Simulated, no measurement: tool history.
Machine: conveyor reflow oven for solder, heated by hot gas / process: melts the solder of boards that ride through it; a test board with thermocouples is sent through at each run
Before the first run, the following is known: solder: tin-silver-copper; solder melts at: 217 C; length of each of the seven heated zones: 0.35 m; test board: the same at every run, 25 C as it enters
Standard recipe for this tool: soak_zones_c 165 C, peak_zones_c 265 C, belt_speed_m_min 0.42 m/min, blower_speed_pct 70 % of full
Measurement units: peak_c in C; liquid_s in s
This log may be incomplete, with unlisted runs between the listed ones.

Run 1, hour 0: usual settings. Result: peak_c 244 C, liquid_s 61.8 s.
Run 2, hour 10.4: usual settings. Result: peak_c 243.4 C, liquid_s 61.9 s.
Run 3, hour 16.9: usual settings but soak_zones_c 159 C. Result: peak_c 242.3 C, liquid_s 57.5 s.
Run 4, hour 21.9: usual settings but soak_zones_c 176 C. Result: peak_c 246.3 C, liquid_s 69.7 s.
Run 5, hour 26.8: usual settings but soak_zones_c 176 C. Result: peak_c 246.7 C, liquid_s 69.1 s.
At hour 37: flux residue cleaned out of gas plates and filters.
Run 6, hour 38.8: usual settings. Result: peak_c 245.3 C, liquid_s 64.3 s.
Run 7, hour 48.5: usual settings. Result: peak_c 244.5 C, liquid_s 63.9 s.
Run 8, hour 56.1: usual settings. Result: peak_c 244.9 C, liquid_s 64.8 s.
Run 9, hour 67.2: usual settings. Result: peak_c 244.8 C, liquid_s 63.4 s.
At hour 75: belt drive overhauled, speed set with a stopwatch.
Run 10, hour 78.3: usual settings. Result: peak_c 244.1 C, liquid_s 60.8 s.
Run 11, hour 86.5: usual settings. Result: peak_c 244.2 C, liquid_s 60.7 s.
Run 12, hour 97.7: usual settings. Result: peak_c 243.9 C, liquid_s 61.2 s.
Run 13, hour 104.3: usual settings but blower_speed_pct 50 % of full. Result: peak_c 235.6 C, liquid_s 44.9 s.
Run 14, hour 110.1: usual settings but blower_speed_pct 50 % of full. Result: peak_c 236.2 C, liquid_s 45.3 s.
Run 15, hour 115: usual settings but soak_zones_c 179 C, blower_speed_pct 50 % of full. Result: peak_c 239.2 C, liquid_s 57.1 s.
Run 16, hour 122.2: usual settings but soak_zones_c 179 C, blower_speed_pct 50 % of full. Result: peak_c 239.7 C, liquid_s 57.1 s.
Run 17, hour 129.3: usual settings but belt_speed_m_min 0.362 m/min, blower_speed_pct 74 % of full. Result: peak_c 250 C, liquid_s 80 s.
Run 18, hour 138.7: usual settings but belt_speed_m_min 0.362 m/min, blower_speed_pct 74 % of full. Result: peak_c 249.9 C, liquid_s 81.1 s.
Run 19, hour 148.8: usual settings but peak_zones_c 279 C, belt_speed_m_min 0.439 m/min, blower_speed_pct 74 % of full. Result: peak_c 254.8 C, liquid_s 69.2 s.
Run 20, hour 155.1: usual settings but soak_zones_c 176 C, peak_zones_c 271 C, belt_speed_m_min 0.5 m/min, blower_speed_pct 52 % of full. Result: peak_c 236.2 C, liquid_s 38.9 s.
Run 21, hour 161.7: usual settings but peak_zones_c 267 C, blower_speed_pct 52 % of full. Result: peak_c 237.5 C, liquid_s 48.8 s.
Run 22, hour 171.6: usual settings but peak_zones_c 267 C, blower_speed_pct 52 % of full. Result: peak_c 237.8 C, liquid_s 48.8 s.
Run 23, hour 176.9: usual settings but soak_zones_c 164 C, peak_zones_c 278 C, belt_speed_m_min 0.487 m/min, blower_speed_pct 62 % of full. Result: peak_c 244.6 C, liquid_s 48.6 s.
Run 24, hour 186.3: usual settings but soak_zones_c 175 C, belt_speed_m_min 0.389 m/min. Result: peak_c 248.4 C, liquid_s 76.3 s.
Run 25, hour 193.3: usual settings but soak_zones_c 155 C, blower_speed_pct 71 % of full. Result: peak_c 241.9 C, liquid_s 54 s.
Run 26, hour 202.9: usual settings but soak_zones_c 167 C, belt_speed_m_min 0.498 m/min, blower_speed_pct 79 % of full. Result: peak_c 240.2 C, liquid_s 46.1 s.

What does the tool deliver on the next run?
Run 27, hour 211.2: usual settings but soak_zones_c 174 C, peak_zones_c 273 C, belt_speed_m_min 0.498 m/min, blower_speed_pct 60 % of full. Result: peak_c ?, liquid_s ?.

Run 27 yielded peak_c 240.9 C, liquid_s 47.1 s.
On a tool with no hidden condition, and with the same random variation, this run would have come out at peak_c 242.5 C, liquid_s 49.2 s.
